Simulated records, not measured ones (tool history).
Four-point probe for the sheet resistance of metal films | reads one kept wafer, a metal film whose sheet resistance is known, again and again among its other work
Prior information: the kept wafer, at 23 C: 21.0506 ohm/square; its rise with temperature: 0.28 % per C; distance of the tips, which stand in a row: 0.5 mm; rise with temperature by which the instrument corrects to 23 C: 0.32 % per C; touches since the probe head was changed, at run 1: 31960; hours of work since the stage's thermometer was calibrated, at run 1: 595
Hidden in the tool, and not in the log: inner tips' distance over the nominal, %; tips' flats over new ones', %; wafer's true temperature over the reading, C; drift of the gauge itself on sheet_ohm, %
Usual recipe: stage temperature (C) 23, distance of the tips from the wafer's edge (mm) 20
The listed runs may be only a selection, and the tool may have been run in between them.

run	hour	stage temperature (C)	distance of the tips from the wafer's edge (mm)	touches since the probe head was changed	hours of work since the stage's thermometer was calibrated	sheet resistance as the instrument gives it (ohm/square)
1	0	23	20	31960	595	21.135517
2	73	23	20	34254	629	21.136496
3	158	23	20	36921	669	21.148118
4	220.6	23	20	38887	698	21.142491
5	292.6	23	20	41147	732	21.152368
6	358.3	28	8	43211	762	21.144832
7	427.9	26	31	45397	795	21.13123

For run 8, what comes out?
8	514.9	26	31	48127	835	?

{"run 8": {"sheet resistance as the instrument gives it (ohm/square)": 21.130196}}
On a tool with no hidden condition, and with the same random variation, this run would have come out at sheet resistance as the instrument gives it (ohm/square) 21.022032.
